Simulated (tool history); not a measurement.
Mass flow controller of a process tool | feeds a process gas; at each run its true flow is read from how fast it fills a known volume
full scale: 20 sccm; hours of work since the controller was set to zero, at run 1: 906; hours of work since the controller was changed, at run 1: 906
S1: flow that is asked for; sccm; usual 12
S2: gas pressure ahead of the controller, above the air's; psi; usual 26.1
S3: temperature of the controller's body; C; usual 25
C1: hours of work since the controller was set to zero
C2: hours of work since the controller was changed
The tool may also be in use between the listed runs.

run 1 hour=0.0 | S1=12 S2=26.1 S3=25 | C1=906 C2=906 | true_flow_(%)=98.85
run 2 hour=225.2 | S1=12 S2=26.1 S3=36 | C1=1083 C2=1083 | true_flow_(%)=100.03
run 3 hour=565.4 | S1=12 S2=26.1 S3=36 | C1=1350 C2=1350 | true_flow_(%)=99.77
run 4 hour=845.6 | S1=12 S2=26.1 S3=33 | C1=1570 C2=1570 | true_flow_(%)=99.56
run 5 hour=1017.7 | S1=12 S2=26.1 S3=33 | C1=1706 C2=1706 | true_flow_(%)=99.53
run 6 hour=1173.5 | S1=12 S2=26.1 S3=33 | C1=1828 C2=1828 | true_flow_(%)=99.39
run 7 hour=1443.4 | S1=12 S2=23.2 S3=39 | C1=2040 C2=2040 | true_flow_(%)=99.75

Run 8 comes next. What will it give?
run 8 hour=1701.3 | S1=12 S2=23.2 S3=39 | C1=2243 C2=2243 | true_flow_(%)=?

true flow (%): 99.81
Without the tool's hidden state the same run would have given true flow (%) 100.10.
